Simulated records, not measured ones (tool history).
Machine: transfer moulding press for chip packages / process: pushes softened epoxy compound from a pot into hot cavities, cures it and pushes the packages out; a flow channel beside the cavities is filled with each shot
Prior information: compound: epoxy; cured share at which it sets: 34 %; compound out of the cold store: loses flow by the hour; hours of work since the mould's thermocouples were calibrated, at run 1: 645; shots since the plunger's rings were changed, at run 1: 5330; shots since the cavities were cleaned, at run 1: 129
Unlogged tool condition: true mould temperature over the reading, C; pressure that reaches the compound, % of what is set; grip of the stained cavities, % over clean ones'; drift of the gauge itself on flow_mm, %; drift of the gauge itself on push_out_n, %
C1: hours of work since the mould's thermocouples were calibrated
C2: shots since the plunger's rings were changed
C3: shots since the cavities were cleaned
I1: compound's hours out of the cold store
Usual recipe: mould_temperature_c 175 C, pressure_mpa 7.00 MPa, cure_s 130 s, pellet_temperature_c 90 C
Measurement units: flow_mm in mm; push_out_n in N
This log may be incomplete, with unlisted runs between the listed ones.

run 1 hour=0.0 | mould_temperature_c=175 pressure_mpa=7.00 cure_s=130 pellet_temperature_c=90 | C1=645 C2=5330 C3=129 | I1=17.1 | flow_mm=761 push_out_n=267
-- hour=40.6 plunger's sealing rings changed
run 2 hour=41.7 | mould_temperature_c=175 pressure_mpa=7.00 cure_s=130 pellet_temperature_c=90 | C1=662 C2=7 C3=394 | I1=26.4 | flow_mm=749 push_out_n=264
run 3 hour=59.7 | mould_temperature_c=176 pressure_mpa=7.00 cure_s=130 pellet_temperature_c=90 | C1=670 C2=129 C3=516 | I1=38.5 | flow_mm=721 push_out_n=268
run 4 hour=78.4 | mould_temperature_c=176 pressure_mpa=7.00 cure_s=130 pellet_temperature_c=90 | C1=678 C2=254 C3=641 | I1=24.7 | flow_mm=752 push_out_n=266
run 5 hour=113.5 | mould_temperature_c=176 pressure_mpa=7.00 cure_s=130 pellet_temperature_c=90 | C1=693 C2=492 C3=879 | I1=45.8 | flow_mm=721 push_out_n=255
-- hour=126.3 cavities cleaned with cleaning compound and waxed
run 6 hour=143.2 | mould_temperature_c=175 pressure_mpa=5.48 cure_s=130 pellet_temperature_c=90 | C1=705 C2=682 C3=114 | I1=13.3 | flow_mm=689 push_out_n=274
run 7 hour=179.5 | mould_temperature_c=175 pressure_mpa=7.00 cure_s=130 pellet_temperature_c=90 | C1=721 C2=927 C3=359 | I1=29.7 | flow_mm=749 push_out_n=271
run 8 hour=216.5 | mould_temperature_c=175 pressure_mpa=7.00 cure_s=130 pellet_temperature_c=90 | C1=737 C2=1177 C3=609 | I1=32.6 | flow_mm=733 push_out_n=267
run 9 hour=255.7 | mould_temperature_c=175 pressure_mpa=7.00 cure_s=130 pellet_temperature_c=90 | C1=754 C2=1442 C3=874 | I1=23.8 | flow_mm=753 push_out_n=264
-- hour=271.6 cavities cleaned with cleaning compound and waxed
run 10 hour=275.5 | mould_temperature_c=175 pressure_mpa=7.00 cure_s=130 pellet_temperature_c=90 | C1=762 C2=1565 C3=26 | I1=13.3 | flow_mm=774 push_out_n=247
run 11 hour=302.3 | mould_temperature_c=175 pressure_mpa=7.00 cure_s=130 pellet_temperature_c=90 | C1=774 C2=1747 C3=208 | I1=30.0 | flow_mm=740 push_out_n=258
-- hour=328.7 mould's thermocouples calibrated
run 12 hour=332.8 | mould_temperature_c=175 pressure_mpa=7.00 cure_s=130 pellet_temperature_c=90 | C1=2 C2=1939 C3=400 | I1=20.2 | flow_mm=766 push_out_n=265
run 13 hour=362.9 | mould_temperature_c=175 pressure_mpa=7.00 cure_s=130 pellet_temperature_c=90 | C1=15 C2=2142 C3=603 | I1=24.1 | flow_mm=743 push_out_n=255
run 14 hour=402.3 | mould_temperature_c=175 pressure_mpa=6.44 cure_s=130 pellet_temperature_c=90 | C1=32 C2=2408 C3=869 | I1=34.8 | flow_mm=704 push_out_n=251
-- hour=417.8 cavities cleaned with cleaning compound and waxed
run 15 hour=444.8 | mould_temperature_c=182 pressure_mpa=8.72 cure_s=123 pellet_temperature_c=90 | C1=50 C2=2685 C3=183 | I1=21.3 | flow_mm=816 push_out_n=257
run 16 hour=486.1 | mould_temperature_c=182 pressure_mpa=8.72 cure_s=123 pellet_temperature_c=90 | C1=68 C2=2964 C3=462 | I1=8.9 | flow_mm=852 push_out_n=241
run 17 hour=527.3 | mould_temperature_c=172 pressure_mpa=6.25 cure_s=118 pellet_temperature_c=83 | C1=86 C2=3242 C3=740 | I1=40.0 | flow_mm=681 push_out_n=311
run 18 hour=548.2 | mould_temperature_c=175 pressure_mpa=7.00 cure_s=147 pellet_temperature_c=90 | C1=95 C2=3383 C3=881 | I1=31.6 | flow_mm=745 push_out_n=250
-- hour=560.7 cavities cleaned with cleaning compound and waxed
run 19 hour=573.5 | mould_temperature_c=175 pressure_mpa=7.00 cure_s=147 pellet_temperature_c=90 | C1=106 C2=3544 C3=87 | I1=11.5 | flow_mm=778 push_out_n=257
run 20 hour=601.2 | mould_temperature_c=182 pressure_mpa=7.93 cure_s=150 pellet_temperature_c=87 | C1=118 C2=3731 C3=274 | I1=25.8 | flow_mm=789 push_out_n=246
run 21 hour=641.1 | mould_temperature_c=182 pressure_mpa=7.93 cure_s=150 pellet_temperature_c=87 | C1=135 C2=4000 C3=543 | I1=47.6 | flow_mm=738 push_out_n=249
run 22 hour=675.1 | mould_temperature_c=172 pressure_mpa=8.00 cure_s=145 pellet_temperature_c=85 | C1=150 C2=4230 C3=773 | I1=33.7 | flow_mm=797 push_out_n=263
run 23 hour=695.1 | mould_temperature_c=175 pressure_mpa=6.86 cure_s=130 pellet_temperature_c=90 | C1=159 C2=4364 C3=907 | I1=17.5 | flow_mm=759 push_out_n=263
-- hour=703.0 cavities cleaned with cleaning compound and waxed
run 24 hour=728.0 | mould_temperature_c=176 pressure_mpa=6.33 cure_s=122 pellet_temperature_c=97 | C1=172 C2=4577 C3=169 | I1=9.3 | flow_mm=737 push_out_n=267
run 25 hour=768.0 | mould_temperature_c=171 pressure_mpa=6.39 cure_s=151 pellet_temperature_c=97 | C1=190 C2=4847 C3=439 | I1=38.6 | flow_mm=692 push_out_n=264
run 26 hour=789.5 | mould_temperature_c=171 pressure_mpa=6.06 cure_s=151 pellet_temperature_c=97 | C1=199 C2=4992 C3=584 | I1=25.4 | flow_mm=709 push_out_n=259
run 27 hour=831.2 | mould_temperature_c=174 pressure_mpa=6.06 cure_s=151 pellet_temperature_c=97 | C1=217 C2=5274 C3=866 | I1=16.2 | flow_mm=713 push_out_n=257

Forecast each of these 5 alternatives for the next run:
-- hour=845.9 cavities cleaned with cleaning compound and waxed
run A hour=872.5 | mould_temperature_c=171 pressure_mpa=6.06 cure_s=151 pellet_temperature_c=97 | C1=235 C2=5542 C3=180 | I1=20.9 | flow_mm=? push_out_n=?
-- hour=845.9 cavities cleaned with cleaning compound and waxed
run B hour=872.5 | mould_temperature_c=174 pressure_mpa=6.06 cure_s=151 pellet_temperature_c=100 | C1=235 C2=5542 C3=180 | I1=46.4 | flow_mm=? push_out_n=?
-- hour=845.9 cavities cleaned with cleaning compound and waxed
run C hour=872.5 | mould_temperature_c=175 pressure_mpa=7.30 cure_s=130 pellet_temperature_c=90 | C1=235 C2=5542 C3=180 | I1=31.9 | flow_mm=? push_out_n=?
-- hour=845.9 cavities cleaned with cleaning compound and waxed
run D hour=872.5 | mould_temperature_c=175 pressure_mpa=5.63 cure_s=130 pellet_temperature_c=90 | C1=235 C2=5542 C3=180 | I1=21.2 | flow_mm=? push_out_n=?
-- hour=845.9 cavities cleaned with cleaning compound and waxed
run E hour=872.5 | mould_temperature_c=174 pressure_mpa=8.57 cure_s=131 pellet_temperature_c=97 | C1=235 C2=5542 C3=180 | I1=29.6 | flow_mm=? push_out_n=?

run=A flow_mm=717 push_out_n=250
run=B flow_mm=663 push_out_n=239
run=C flow_mm=754 push_out_n=262
run=D flow_mm=688 push_out_n=269
run=E flow_mm=830 push_out_n=267
Take away the tool's hidden state, keep each run's random variation, and the runs would have read:
run=A flow_mm=718 push_out_n=250
run=B flow_mm=664 push_out_n=238
run=C flow_mm=755 push_out_n=262
run=D flow_mm=689 push_out_n=268
run=E flow_mm=831 push_out_n=266

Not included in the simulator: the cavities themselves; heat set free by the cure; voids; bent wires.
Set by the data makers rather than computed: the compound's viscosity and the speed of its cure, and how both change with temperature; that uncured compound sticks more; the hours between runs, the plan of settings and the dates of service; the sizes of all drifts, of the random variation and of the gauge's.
